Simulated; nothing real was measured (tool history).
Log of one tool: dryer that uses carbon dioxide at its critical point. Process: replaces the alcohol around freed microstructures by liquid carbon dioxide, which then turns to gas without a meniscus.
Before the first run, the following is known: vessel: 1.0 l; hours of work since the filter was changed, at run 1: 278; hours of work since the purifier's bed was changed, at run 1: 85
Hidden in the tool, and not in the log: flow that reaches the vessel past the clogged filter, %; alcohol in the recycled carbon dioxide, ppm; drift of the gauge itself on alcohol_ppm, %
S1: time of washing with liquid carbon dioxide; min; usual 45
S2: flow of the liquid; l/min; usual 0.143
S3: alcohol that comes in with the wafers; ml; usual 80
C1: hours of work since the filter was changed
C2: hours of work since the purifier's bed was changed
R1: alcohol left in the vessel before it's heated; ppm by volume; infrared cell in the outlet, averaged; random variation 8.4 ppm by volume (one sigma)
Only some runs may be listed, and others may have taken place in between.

| run | hour | S1 | S2 | S3 | C1 | C2 | R1 |
|---|---|---|---|---|---|---|---|
| 1 | 0.0 | 45 | 0.143 | 80 | 278 | 85 | 704 |
| 2 | 5.5 | 45 | 0.143 | 81 | 280 | 87 | 735 |
| 3 | 11.0 | 47 | 0.143 | 80 | 282 | 89 | 575 |
| 4 | 23.4 | 47 | 0.143 | 80 | 286 | 93 | 611 |
| 5 | 33.6 | 45 | 0.143 | 80 | 290 | 97 | 724 |
| 6 | 40.1 | 45 | 0.143 | 42 | 292 | 99 | 388 |
| 7 | 45.7 | 45 | 0.143 | 80 | 294 | 101 | 761 |
| 8 | 54.1 | 45 | 0.143 | 80 | 297 | 104 | 766 |
| 9 | 59.6 | 45 | 0.143 | 80 | 299 | 106 | 757 |
| 10 | 68.8 | 45 | 0.143 | 80 | 302 | 110 | 752 |
| 11 | 77.1 | 45 | 0.143 | 80 | 305 | 112 | 777 |
| 12 | 90.0 | 71 | 0.173 | 32 | 310 | 117 | 25 |
| 13 | 102.4 | 71 | 0.173 | 27 | 314 | 121 | 18 |
| 14 | 111.4 | 71 | 0.173 | 27 | 318 | 125 | 15 |
| 15 | 121.1 | 61 | 0.132 | 65 | 321 | 128 | 203 |
| 16 | 132.6 | 38 | 0.155 | 80 | 325 | 132 | 1166 |
| 17 | 141.8 | 38 | 0.155 | 80 | 328 | 135 | 1138 |

Forecast run 18:
| 18 | 148.4 | 60 | 0.155 | 22 | 331 | 138 | ? |

Logged for run 18: R1 46 ppm by volume.
Take away the tool's hidden state, keep the run-to-run variation as it was, and the same run would have given R1 22 ppm by volume.
